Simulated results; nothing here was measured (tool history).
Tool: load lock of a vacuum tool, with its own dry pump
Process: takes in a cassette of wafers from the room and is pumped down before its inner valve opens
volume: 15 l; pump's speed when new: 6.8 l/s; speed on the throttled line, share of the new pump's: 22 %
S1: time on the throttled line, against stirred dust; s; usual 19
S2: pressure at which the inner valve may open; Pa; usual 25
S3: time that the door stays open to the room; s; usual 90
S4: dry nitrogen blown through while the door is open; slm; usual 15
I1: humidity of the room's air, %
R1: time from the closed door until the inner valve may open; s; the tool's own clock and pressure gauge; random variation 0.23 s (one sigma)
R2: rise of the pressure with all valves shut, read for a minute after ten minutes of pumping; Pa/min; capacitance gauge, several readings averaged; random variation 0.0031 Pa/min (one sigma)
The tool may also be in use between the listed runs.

run,hour,S1,S2,S3,S4,I1,R1,R2
1,0,19,25,90,15,42.4,35.7,0.094
2,80.9,19,25,90,15,44.5,36.2,0.096
3,162.2,19,25,90,15,44.5,36.1,0.1
4,230.6,19,25,90,15,44.7,36,0.095
5,338.1,19,25,90,15,47.1,35.9,0.109
6,440.9,19,25,90,15,44.3,36.1,0.095
7,548.4,19,25,90,15,44.5,36.1,0.102
8,626.2,19,19,90,15,43.8,37,0.101
9,688.6,19,25,90,15,45.5,35.8,0.105
10,760.5,19,25,90,15,48.7,36,0.105
11,842.7,19,25,90,15,43.8,36.3,0.104
12,918.4,26,25,90,15,44.5,41.4,0.111
13,1025.1,26,25,90,15,48.4,41.1,0.108
14,1118.5,19,25,90,15,44.5,36.7,0.106
15,1215.6,19,49,90,15,49.1,34.5,0.112
16,1272.2,19,49,90,15,47.9,34.3,0.109
17,1324.7,19,49,90,15,46.3,34.3,0.109
18,1433.7,19,25,90,15,45.8,35.7,0.109
19,1528.8,19,25,90,15,47.1,36.3,0.111
20,1636.6,19,23,32,11,47.9,36.5,0.093
21,1707,16,33,47,7,39.4,33.4,0.092
22,1767.4,19,37,125,11,43.5,35.1,0.124
23,1817,36,37,180,11,46,48.4,0.149
24,1883.7,14,25,57,15,44.4,32.7,0.099
25,1983.9,13,38,232,28,43.5,31.1,0.121
26,2027.9,13,33,232,28,44.7,31.3,0.128
27,2097.4,13,33,232,28,43.7,31.1,0.125
28,2188,13,33,232,28,41.4,31.4,0.117
29,2234.1,20,44,56,4,47.9,35.9,0.128
30,2310.9,20,44,56,4,45.9,35.5,0.117
31,2390.7,20,44,56,4,48.1,35.8,0.125
32,2489.9,19,28,90,15,43.6,36.5,0.111
33,2568.3,19,20,90,18,42.8,37,0.107
34,2665.3,19,25,69,15,40.3,36.9,0.1
35,2757.1,19,25,69,15,43.5,36.7,0.107
36,2851.2,19,25,69,15,46.8,36.7,0.119
37,2950.5,12,25,90,16,45.8,31.3,0.11

Some steps in R1 between neighbouring runs. How much of each would the tool show without its hidden state too (settings, what came in, random variation), and how much is left for the hidden state, with any gauge scatter that isn't in both results?
The hidden state here: pump's speed, % of a new pump's; leak at the door's seal, Pa l/s; drift of the gauge itself on ready_s, %; drift of the gauge itself on rise_pa_min, %.
Run 11 -> 12: S1 19 -> 26. R1 +5.1 s: hidden state -0.4, all else +5.5.
Run 22 -> 23: S1 19 -> 36, S3 125 -> 180. R1 +13.3 s: hidden state -0.8, all else +14.1.
Run 23 -> 24: S1 36 -> 14, S2 37 -> 25, S3 180 -> 57, S4 11 -> 15. R1 -15.7 s: hidden state +1.3, all else -17.
Run 36 -> 37: S1 19 -> 12, S3 69 -> 90, S4 15 -> 16. R1 -5.4 s: hidden state +0.4, all else -5.8.
